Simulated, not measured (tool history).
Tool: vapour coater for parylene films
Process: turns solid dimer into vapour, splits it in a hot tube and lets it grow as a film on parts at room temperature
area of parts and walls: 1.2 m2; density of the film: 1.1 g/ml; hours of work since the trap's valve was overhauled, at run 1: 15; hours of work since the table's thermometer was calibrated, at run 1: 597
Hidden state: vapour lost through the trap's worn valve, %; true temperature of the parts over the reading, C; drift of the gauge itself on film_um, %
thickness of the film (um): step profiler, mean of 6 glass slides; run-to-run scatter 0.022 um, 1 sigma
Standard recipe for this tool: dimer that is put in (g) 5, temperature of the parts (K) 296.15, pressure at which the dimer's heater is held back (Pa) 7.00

run   hour  dimer that is put in (g)  temperature of the parts (K)  pressure at which the dimer's heater is held back (Pa)  hours of work since the trap's valve was overhauled  hours of work since the table's thermometer was calibrated  thickness of the film (um)
  1    0.0                         5                        296.15                                                    7.00                                                   15                                                         597                        1.98
  2   13.5                         5                        296.15                                                    7.00                                                   27                                                         608                        1.95
  3   32.2                         5                        296.15                                                    7.00                                                   44                                                         625                        1.99
  4   40.8                         5                        296.15                                                    7.00                                                   51                                                         632                        1.95
  5   58.8                         5                        296.15                                                   10.91                                                   67                                                         648                        1.76
  6   72.5                         5                        296.15                                                    7.00                                                   79                                                         660                        1.92
  7   90.9                         3                        296.15                                                    7.00                                                   95                                                         676                        1.14
  8  103.7                         3                        296.15                                                    7.00                                                  107                                                         688                        1.16
  9  121.8                         5                        294.15                                                    7.00                                                  122                                                         703                        2.16
 10  130.8                         5                        294.15                                                    7.00                                                  130                                                         711                        2.14
 11  141.9                         5                        294.15                                                    7.00                                                  140                                                         721                        2.14
 12  152.1                         3                        303.15                                                    3.81                                                  149                                                         730                        0.87
 13  169.8                         3                        303.15                                                    3.81                                                  165                                                         746                        0.91
 14  183.2                         7                        303.15                                                    3.81                                                  176                                                         757                        2.14
 15  199.1                         7                        288.15                                                    2.67                                                  190                                                         771                        4.74
 16  207.7                         3                        296.15                                                    4.63                                                  198                                                         779                        1.25
 17  220.1                         3                        292.15                                                    2.16                                                  209                                                         790                        1.74
 18  230.3                         3                        292.15                                                    2.16                                                  218                                                         799                        1.71
 19  237.9                         3                        292.15                                                    2.16                                                  224                                                         805                        1.73
 20  251.4                         3                        292.15                                                    2.16                                                  236                                                         817                        1.72
 21  264.4                         2                        298.15                                                    8.87                                                  248                                                         829                        0.67

Forecast each of these 4 alternatives for the next run:
  A  274.5                         4                        302.15                                                    9.36                                                  256                                                         838                           ?
  B  274.5                         6                        296.15                                                    2.79                                                  256                                                         838                           ?
  C  274.5                         2                        289.15                                                    8.87                                                  256                                                         838                           ?
  D  274.5                         8                        289.15                                                    7.00                                                  256                                                         838                           ?

run  thickness of the film (um)
  A                        1.13
  B                        2.74
  C                        1.09
  D                        4.43
What these runs would have given with no unlogged condition in the tool:
run  thickness of the film (um)
  A                        1.13
  B                        2.75
  C                        1.09
  D                        4.44

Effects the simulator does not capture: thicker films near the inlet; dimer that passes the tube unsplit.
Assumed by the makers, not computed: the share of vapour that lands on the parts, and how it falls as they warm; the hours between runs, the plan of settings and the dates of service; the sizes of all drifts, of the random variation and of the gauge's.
